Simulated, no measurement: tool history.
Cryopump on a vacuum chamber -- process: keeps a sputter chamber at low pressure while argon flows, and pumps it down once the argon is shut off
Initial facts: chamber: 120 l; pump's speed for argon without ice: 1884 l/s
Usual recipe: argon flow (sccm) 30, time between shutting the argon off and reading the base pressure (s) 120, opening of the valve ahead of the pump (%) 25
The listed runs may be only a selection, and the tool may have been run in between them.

run,hour,argon flow (sccm),time between shutting the argon off and reading the base pressure (s),opening of the valve ahead of the pump (%),pressure while argon flows (Pa),pressure after the wait (uPa)
1,0.0,30,120,25,0.1123,1.91
2,60.0,30,120,25,0.1125,1.99
3,87.7,30,162,25,0.1137,1.97
4,137.9,30,162,25,0.1150,1.94
5,169.6,30,120,25,0.1155,2.18
6,196.1,36,120,25,0.1389,2.20
7,235.0,30,120,25,0.1174,2.17
8,264.4,45,120,25,0.1768,2.33
9,301.3,45,120,25,0.1791,2.45
10,364.0,45,46,28,0.1445,2.49
11,389.9,45,39,16,0.2527,2.65
12,431.2,30,120,22,0.1242,1.93
13,489.7,30,120,22,0.1250,1.99
14,515.8,30,120,22,0.1256,2.03
15,567.2,30,217,18,0.1525,1.90
16,599.3,58,239,41,0.1345,1.99
17,651.6,40,120,48,0.0819,2.22
18,688.5,24,171,48,0.0485,2.22

Missing from the log above: 1 entry noted between runs. For each, name the pair of listed runs it sits between and say how the tool's hidden condition differs from the listed run just before to the listed run just after:
Run 9 -> run 10: pump warmed up, emptied and cooled again (hour 358.3)
  pump's speed, % of a pump's without ice: 71.8 -> 99.7; cold plate's temperature, K: 12.61 -> 12.62; leak into the chamber, uPa l/s: 2655 -> 2691
  the result without the hidden state subtracted from the measured one, pressure while argon flows (Pa): +0.0166 -> +0.0007; pressure after the wait (uPa): +1.87 -> +1.31

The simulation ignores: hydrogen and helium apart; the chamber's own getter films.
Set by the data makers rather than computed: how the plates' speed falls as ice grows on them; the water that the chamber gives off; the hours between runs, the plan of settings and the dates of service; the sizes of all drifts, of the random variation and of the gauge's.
